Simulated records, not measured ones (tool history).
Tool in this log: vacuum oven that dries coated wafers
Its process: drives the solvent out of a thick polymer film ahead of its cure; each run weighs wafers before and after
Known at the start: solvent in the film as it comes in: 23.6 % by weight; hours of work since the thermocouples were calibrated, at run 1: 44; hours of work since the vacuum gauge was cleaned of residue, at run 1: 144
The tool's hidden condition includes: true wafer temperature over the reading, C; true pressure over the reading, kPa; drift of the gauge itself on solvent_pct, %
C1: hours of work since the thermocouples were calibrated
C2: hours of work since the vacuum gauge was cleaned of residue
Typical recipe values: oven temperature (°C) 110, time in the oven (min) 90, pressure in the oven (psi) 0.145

Run 1, hour 0: usual settings; C1 44; C2 144. Result: solvent left in the film (%) 3.47.
Run 2, hour 6.2: usual settings; C1 48; C2 148. Result: solvent left in the film (%) 3.48.
Run 3, hour 13.6: usual settings; C1 52; C2 152. Result: solvent left in the film (%) 3.51.
Run 4, hour 25.3: usual settings; C1 59; C2 160. Result: solvent left in the film (%) 3.56.
Run 5, hour 35.5: usual settings but time in the oven (min) 61; C1 66; C2 166. Result: solvent left in the film (%) 5.96.
Run 6, hour 48: usual settings but time in the oven (min) 61; C1 73; C2 174. Result: solvent left in the film (%) 5.96.
Run 7, hour 55.4: usual settings but time in the oven (min) 61; C1 78; C2 178. Result: solvent left in the film (%) 6.
Run 8, hour 64.3: usual settings but oven temperature (°C) 108; C1 83; C2 184. Result: solvent left in the film (%) 4.17.
Run 9, hour 71.6: usual settings but oven temperature (°C) 123; C1 88; C2 188. Result: solvent left in the film (%) 0.65.
Run 10, hour 82.8: usual settings but oven temperature (°C) 123; C1 94; C2 195. Result: solvent left in the film (%) 0.71.
Run 11, hour 93: usual settings but oven temperature (°C) 123, time in the oven (min) 109; C1 101; C2 201. Result: solvent left in the film (%) 0.53.
Run 12, hour 100.8: usual settings but oven temperature (°C) 123, time in the oven (min) 109; C1 106; C2 206. Result: solvent left in the film (%) 0.52.
Run 13, hour 107.1: usual settings; C1 109; C2 210. Result: solvent left in the film (%) 3.58.
Run 14, hour 114.9: usual settings; C1 114; C2 215. Result: solvent left in the film (%) 3.4.
Run 15, hour 125.9: usual settings; C1 121; C2 221. Result: solvent left in the film (%) 3.56.
Run 16, hour 134.4: usual settings; C1 126; C2 226. Result: solvent left in the film (%) 3.5.
Run 17, hour 145.5: usual settings but pressure in the oven (psi) 0.128; C1 133; C2 233. Result: solvent left in the film (%) 3.57.
Run 18, hour 154.4: usual settings but pressure in the oven (psi) 0.128; C1 138; C2 239. Result: solvent left in the film (%) 3.49.
Run 19, hour 159.7: usual settings but pressure in the oven (psi) 0.171; C1 142; C2 242. Result: solvent left in the film (%) 3.6.
Run 20, hour 168.9: usual settings; C1 147; C2 248. Result: solvent left in the film (%) 3.6.
Run 21, hour 180.3: usual settings but oven temperature (°C) 106, time in the oven (min) 79; C1 154; C2 255. Result: solvent left in the film (%) 6.03.
At hour 183.1: oven's thermocouples calibrated.
Run 22, hour 193.7: usual settings but oven temperature (°C) 118, time in the oven (min) 56; C1 7; C2 262. Result: solvent left in the film (%) 3.52.
Run 23, hour 201.5: usual settings but oven temperature (°C) 118, time in the oven (min) 56; C1 11; C2 266. Result: solvent left in the film (%) 3.56.
Run 24, hour 209.3: usual settings but oven temperature (°C) 118, time in the oven (min) 56; C1 16; C2 271. Result: solvent left in the film (%) 3.49.
Run 25, hour 214.6: usual settings but oven temperature (°C) 100, time in the oven (min) 75, pressure in the oven (psi) 0.083; C1 19; C2 274. Result: solvent left in the film (%) 8.7.
Run 26, hour 223: usual settings but oven temperature (°C) 100, time in the oven (min) 75, pressure in the oven (psi) 0.083; C1 24; C2 280. Result: solvent left in the film (%) 8.76.
At hour 231.6: oven's thermocouples calibrated, once more.
Run 27, hour 232.3: usual settings but oven temperature (°C) 100, time in the oven (min) 75, pressure in the oven (psi) 0.083; C1 0; C2 284. Result: solvent left in the film (%) 8.68.
Run 28, hour 244.5: usual settings but oven temperature (°C) 100, time in the oven (min) 75, pressure in the oven (psi) 0.083; C1 8; C2 291. Result: solvent left in the film (%) 8.69.
Run 29, hour 251.2: usual settings but oven temperature (°C) 100, time in the oven (min) 75, pressure in the oven (psi) 0.528; C1 12; C2 296. Result: solvent left in the film (%) 9.72.
Run 30, hour 259.8: usual settings but oven temperature (°C) 105, time in the oven (min) 78, pressure in the oven (psi) 0.149; C1 17; C2 301. Result: solvent left in the film (%) 6.34.
Run 31, hour 267.8: usual settings but oven temperature (°C) 97, time in the oven (min) 81, pressure in the oven (psi) 0.294; C1 22; C2 306. Result: solvent left in the film (%) 9.86.
Run 32, hour 279.3: usual settings but oven temperature (°C) 117, time in the oven (min) 45, pressure in the oven (psi) 0.294; C1 29; C2 313. Result: solvent left in the film (%) 5.42.
Run 33, hour 288.7: usual settings but oven temperature (°C) 117, time in the oven (min) 45, pressure in the oven (psi) 0.294; C1 35; C2 319. Result: solvent left in the film (%) 5.45.
Run 34, hour 300: usual settings but oven temperature (°C) 108; C1 42; C2 325. Result: solvent left in the film (%) 4.19.
Run 35, hour 310.1: usual settings but time in the oven (min) 116, pressure in the oven (psi) 0.155; C1 48; C2 332. Result: solvent left in the film (%) 2.3.
Run 36, hour 317.7: usual settings but oven temperature (°C) 96, time in the oven (min) 54, pressure in the oven (psi) 0.542; C1 53; C2 336. Result: solvent left in the film (%) 13.39.
Run 37, hour 325.7: usual settings but oven temperature (°C) 100, time in the oven (min) 99, pressure in the oven (psi) 0.542; C1 58; C2 341. Result: solvent left in the film (%) 7.91.
Run 38, hour 334.7: usual settings but time in the oven (min) 142, pressure in the oven (psi) 0.213; C1 63; C2 347. Result: solvent left in the film (%) 1.67.
Run 39, hour 347.4: usual settings but oven temperature (°C) 114, pressure in the oven (psi) 0.374; C1 71; C2 354. Result: solvent left in the film (%) 2.81.

Branching from run 39: 3 alternative next runs. What would each branch give?
Run A, hour 353: usual settings but time in the oven (min) 76; C1 74; C2 358. Result: solvent left in the film (%) ?.
Run B, hour 353: usual settings but oven temperature (°C) 123, time in the oven (min) 62, pressure in the oven (psi) 0.119; C1 74; C2 358. Result: solvent left in the film (%) ?.
Run C, hour 353: usual settings but oven temperature (°C) 102, time in the oven (min) 98, pressure in the oven (psi) 0.2; C1 74; C2 358. Result: solvent left in the film (%) ?.

run  solvent left in the film (%)
  A                          4.51
  B                          1.64
  C                          6.27
Without the tool's unlogged condition, the same runs would have read:
run  solvent left in the film (%)
  A                          4.55
  B                          1.66
  C                          6.31
